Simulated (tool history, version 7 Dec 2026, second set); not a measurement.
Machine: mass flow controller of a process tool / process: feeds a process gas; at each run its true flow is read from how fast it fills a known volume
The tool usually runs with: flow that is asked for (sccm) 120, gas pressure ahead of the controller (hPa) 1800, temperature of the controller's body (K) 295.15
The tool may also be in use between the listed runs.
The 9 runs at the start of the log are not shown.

run,hour,flow that is asked for (sccm),gas pressure ahead of the controller (hPa),temperature of the controller's body (K),hours of work since the controller was set to zero,hours of work since the controller was changed,true flow (%)
10,2060.8,120,1800,298.15,5256,5256,98.83
11,2273.7,21,1800,295.15,5341,5341,97.39
12,2491.8,21,1800,295.15,5428,5428,97.37
13,2710.6,21,1800,295.15,5515,5515,97.40
14,2886.3,21,1800,295.15,5586,5586,97.32
15,3071.3,21,1800,295.15,5660,5660,97.34
16,3394.9,173,1800,295.15,5789,5789,99.31
17,3624.9,173,1800,295.15,5881,5881,99.26
18,3948.0,88,1730,295.15,6010,6010,98.15
19,4146.4,21,1730,310.15,6089,6089,99.03
20,4410.5,21,1730,310.15,6195,6195,99.05
21,4607.2,55,1440,303.15,6274,6274,98.48
22,4888.5,54,1900,296.15,6386,6386,97.85
23,5053.2,66,1900,310.15,6452,6452,99.67
24,5282.9,120,2190,295.15,6544,6544,98.69
25,5477.3,79,1800,295.15,6621,6621,97.99
26,5687.6,103,2290,305.15,6705,6705,99.51
27,5891.6,120,1800,306.15,6787,6787,99.82
28,6180.1,79,2640,299.15,6902,6902,98.65
29,6447.7,70,1600,310.15,7009,7009,99.63
# hour 6471.2: controller exchanged for a calibrated one
30,6719.2,70,1600,310.15,99,99,99.63
31,6958.6,104,1600,307.15,195,195,99.68
32,7208.0,104,1600,307.15,294,294,99.65
33,7467.4,63,2520,304.15,398,398,98.98

5 ways to go on from here, each from the tool as it stands after run 33. What would each give?
A,7711.0,84,2750,297.15,496,496,?
B,7711.0,191,1410,294.15,496,496,?
C,7711.0,55,2210,309.15,496,496,?
D,7711.0,120,1800,304.15,496,496,?
E,7711.0,37,1400,304.15,496,496,?

run,true flow (%)
A,98.59
B,99.25
C,99.40
D,99.62
E,98.45
Had the tool no hidden state, the same runs would have come out as:
run,true flow (%)
A,98.58
B,99.25
C,99.39
D,99.61
E,98.44
